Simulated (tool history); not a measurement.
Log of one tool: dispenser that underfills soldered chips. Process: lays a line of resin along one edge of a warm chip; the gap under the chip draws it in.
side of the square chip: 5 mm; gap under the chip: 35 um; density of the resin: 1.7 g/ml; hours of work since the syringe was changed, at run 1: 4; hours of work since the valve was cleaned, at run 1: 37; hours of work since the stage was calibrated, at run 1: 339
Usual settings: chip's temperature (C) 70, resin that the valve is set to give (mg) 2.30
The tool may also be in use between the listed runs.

run	hour	chip's temperature (C)	resin that the valve is set to give (mg)	hours of work since the syringe was changed	hours of work since the valve was cleaned	hours of work since the stage was calibrated	time until the resin shows at the far edge (s)	resin that the valve gave (mg)
1	0.0	70	2.30	4	37	339	14.9	2.199
# hour 4.5: new syringe of resin
2	6.6	70	2.49	2	42	344	12.7	2.389
# hour 13.6: new syringe of resin
# hour 16.7: stage's temperature calibrated
3	19.9	70	2.30	4	52	3	15.1	2.162
# hour 24.0: new syringe of resin
4	26.0	70	2.30	2	56	7	12.8	2.154
# hour 33.4: new syringe of resin
5	34.8	70	2.30	1	63	14	11.9	2.147
# hour 42.2: new syringe of resin
# hour 48.4: dispensing valve cleaned and set on the balance
6	48.5	70	3.00	4	0	23	15.3	3.010
# hour 51.7: new syringe of resin
7	58.6	65	2.30	5	8	31	20.2	2.297
# hour 60.4: new syringe of resin
8	67.2	62	2.30	5	14	38	22.3	2.286
# hour 69.5: new syringe of resin
# hour 78.3: new syringe of resin
9	78.3	70	2.30	0	23	46	11.1	2.258
# hour 87.7: new syringe of resin
10	91.4	70	2.30	3	33	56	14.0	2.232
# hour 96.6: new syringe of resin
11	103.9	70	2.30	6	42	66	17.5	2.230
# hour 105.4: new syringe of resin
12	113.1	70	2.30	6	49	73	18.3	2.198
# hour 114.0: new syringe of resin
# hour 123.0: new syringe of resin
13	126.2	66	2.30	2	59	82	15.7	2.169
# hour 131.6: new syringe of resin
14	135.1	66	2.30	3	66	89	16.3	2.137
# hour 140.3: new syringe of resin
# hour 145.0: dispensing valve cleaned and set on the balance
15	145.4	70	2.30	3	0	96	14.0	2.304
# hour 150.3: new syringe of resin
16	151.3	68	2.96	1	5	101	12.4	2.965
17	157.9	68	2.96	6	10	106	18.5	2.939
# hour 159.4: new syringe of resin
18	163.7	68	2.96	3	14	110	15.2	2.918
# hour 168.0: new syringe of resin
19	174.9	57	2.85	5	23	119	26.4	2.773
# hour 177.3: new syringe of resin
# hour 186.2: new syringe of resin
20	186.4	74	2.04	0	31	127	10.2	1.992
# hour 194.6: new syringe of resin
21	194.6	82	2.30	0	38	134	7.6	2.220
# hour 203.2: new syringe of resin
22	203.2	82	2.30	0	44	140	7.6	2.216
# hour 211.7: new syringe of resin
23	211.7	81	2.65	0	50	146	7.8	2.540
# hour 220.3: new syringe of resin
24	220.3	81	2.65	0	57	153	7.5	2.507
# hour 229.2: new syringe of resin
25	232.4	56	2.50	2	66	162	22.9	2.334
# hour 238.2: new syringe of resin
26	239.0	56	2.50	1	71	167	20.2	2.336
# hour 241.4: dispensing valve cleaned and set on the balance
# hour 248.5: new syringe of resin
27	252.9	62	2.92	3	9	177	18.9	2.881
# hour 257.8: new syringe of resin
28	259.0	62	2.92	1	13	182	15.6	2.883
29	264.8	62	2.92	5	18	186	22.5	2.867
# hour 266.6: new syringe of resin
# hour 275.3: new syringe of resin
30	276.4	66	2.39	1	27	195	13.6	2.323

Hidden state or all else? Some run-to-run changes of time until the resin shows at the far edge (s), split into what the settings, what came in and random variation would give without the hidden state, and what is left for the hidden state (with any gauge scatter that isn't in both results):
The hidden state here: resin's viscosity, % of fresh resin's; dose that the valve gives, % of what is set; true chip temperature over the reading, C; drift of the gauge itself on fill_s, %; drift of the gauge itself on given_mg, %.
Run 8 -> 9: chip's temperature (C) 62 -> 70, new syringe of resin, new syringe of resin. time until the resin shows at the far edge (s) -11.2: hidden state -7.0, all else -4.2.
Run 19 -> 20: chip's temperature (C) 57 -> 74, resin that the valve is set to give (mg) 2.85 -> 2.04, new syringe of resin, new syringe of resin. time until the resin shows at the far edge (s) -16.2: hidden state -8.9, all else -7.3.
Run 24 -> 25: chip's temperature (C) 81 -> 56, resin that the valve is set to give (mg) 2.65 -> 2.50, new syringe of resin. time until the resin shows at the far edge (s) +15.4: hidden state +3.9, all else +11.5.
Run 28 -> 29: no setting changed, nothing entered. time until the resin shows at the far edge (s) +6.9: hidden state +6.7, all else +0.2.
